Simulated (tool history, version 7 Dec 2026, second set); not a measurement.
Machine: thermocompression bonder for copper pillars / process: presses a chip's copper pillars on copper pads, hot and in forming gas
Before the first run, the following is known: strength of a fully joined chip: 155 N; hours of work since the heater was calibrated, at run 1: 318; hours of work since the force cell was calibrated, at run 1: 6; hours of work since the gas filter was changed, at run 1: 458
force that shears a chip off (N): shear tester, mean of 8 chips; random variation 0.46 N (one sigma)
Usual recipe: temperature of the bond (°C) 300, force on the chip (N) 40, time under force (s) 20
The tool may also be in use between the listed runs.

| run | day | temperature of the bond (°C) | force on the chip (N) | time under force (s) | hours of work since the heater was calibrated | hours of work since the force cell was calibrated | hours of work since the gas filter was changed | force that shears a chip off (N) |
|---|---|---|---|---|---|---|---|---|
| 1 | 0.000 | 300 | 40 | 20 | 318 | 6 | 458 | 71.8 |
|  | 0.533 | forming gas filter changed |
| 2 | 2.000 | 300 | 40 | 20 | 347 | 35 | 22 | 72.3 |
| 3 | 3.838 | 300 | 40 | 20 | 374 | 63 | 49 | 72.2 |
| 4 | 7.183 | 300 | 37 | 20 | 423 | 112 | 98 | 66.9 |
| 5 | 9.800 | 300 | 37 | 20 | 462 | 151 | 137 | 67.4 |
| 6 | 11.704 | 300 | 40 | 20 | 490 | 179 | 165 | 71.3 |
| 7 | 13.967 | 300 | 40 | 55 | 523 | 212 | 198 | 98.4 |
| 8 | 16.900 | 300 | 40 | 55 | 567 | 255 | 242 | 98.6 |
| 9 | 18.938 | 300 | 40 | 55 | 597 | 285 | 272 | 100.0 |
| 10 | 20.554 | 326 | 34 | 10 | 621 | 309 | 295 | 62.2 |
| 11 | 23.483 | 293 | 34 | 40 | 664 | 353 | 339 | 73.7 |
| 12 | 26.017 | 293 | 34 | 40 | 701 | 390 | 376 | 73.9 |
| 13 | 28.212 | 309 | 58 | 31 | 734 | 422 | 409 | 114.6 |

How the hidden state differs across the entries between the runs, from the last listed run before each to the first after it:
Run 1 -> run 2: forming gas filter changed (day 0.533)
  oxide that the forming gas leaves, % of the face: 0.75 -> 0.51
